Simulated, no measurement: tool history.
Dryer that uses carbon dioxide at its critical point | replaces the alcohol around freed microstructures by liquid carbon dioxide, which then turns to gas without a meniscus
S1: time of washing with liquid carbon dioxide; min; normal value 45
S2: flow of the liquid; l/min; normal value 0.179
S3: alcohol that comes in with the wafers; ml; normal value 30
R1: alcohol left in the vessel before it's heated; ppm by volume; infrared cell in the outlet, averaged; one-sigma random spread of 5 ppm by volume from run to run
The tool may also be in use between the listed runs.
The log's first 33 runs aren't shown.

Run 34, hour 637.5: usual settings but S1 53 min, S2 0.173 l/min, S3 67 ml. Result: R1 180 ppm by volume.
Run 35, hour 656.1: usual settings but S1 53 min, S2 0.173 l/min, S3 67 ml. Result: R1 177 ppm by volume.
Run 36, hour 679.7: usual settings but S1 53 min, S2 0.173 l/min, S3 67 ml. Result: R1 164 ppm by volume.
Run 37, hour 703.9: usual settings but S1 40 min, S2 0.170 l/min, S3 53 ml. Result: R1 357 ppm by volume.
Run 38, hour 717.9: usual settings but S1 40 min, S2 0.195 l/min, S3 45 ml. Result: R1 224 ppm by volume.
Run 39, hour 737.0: usual settings but S1 49 min, S2 0.120 l/min, S3 36 ml. Result: R1 493 ppm by volume.
Run 40, hour 755.6: usual settings but S1 31 min, S2 0.132 l/min, S3 44 ml. Result: R1 1897 ppm by volume.
Run 41, hour 779.5: usual settings but S1 31 min, S2 0.132 l/min, S3 44 ml. Result: R1 1949 ppm by volume.
Run 42, hour 793.0: usual settings but S1 49 min, S2 0.295 l/min, S3 31 ml. Result: R1 133 ppm by volume.
Run 43, hour 811.5: usual settings but S1 49 min, S2 0.277 l/min, S3 31 ml. Result: R1 145 ppm by volume.
Run 44, hour 829.3: usual settings but S1 68 min, S2 0.122 l/min, S3 22 ml. Result: R1 194 ppm by volume.
Run 45, hour 845.5: usual settings but S1 41 min, S2 0.122 l/min, S3 38 ml. Result: R1 927 ppm by volume.
Run 46, hour 863.1: usual settings but S1 41 min, S2 0.122 l/min, S3 38 ml. Result: R1 927 ppm by volume.
Run 47, hour 878.5: usual settings but S1 39 min, S2 0.260 l/min. Result: R1 171 ppm by volume.

Branching from run 47: 4 alternative next runs. What would each branch give?
At hour 885.2: inlet filter changed.
Run A, hour 900.1: usual settings but S1 69 min, S2 0.260 l/min. Result: R1 ?.
At hour 885.2: inlet filter changed.
Run B, hour 900.1: usual settings but S1 27 min, S2 0.244 l/min, S3 36 ml. Result: R1 ?.
At hour 885.2: inlet filter changed.
Run C, hour 900.1: usual settings but S1 42 min, S3 37 ml. Result: R1 ?.
At hour 885.2: inlet filter changed.
Run D, hour 900.1: usual settings but S1 34 min, S2 0.162 l/min, S3 115 ml. Result: R1 ?.

run    R1
  A   152
  B   292
  C   224
  D  1319
Without the tool's hidden state the same runs would have given:
run    R1
  A     1
  B   135
  C    72
  D  1149
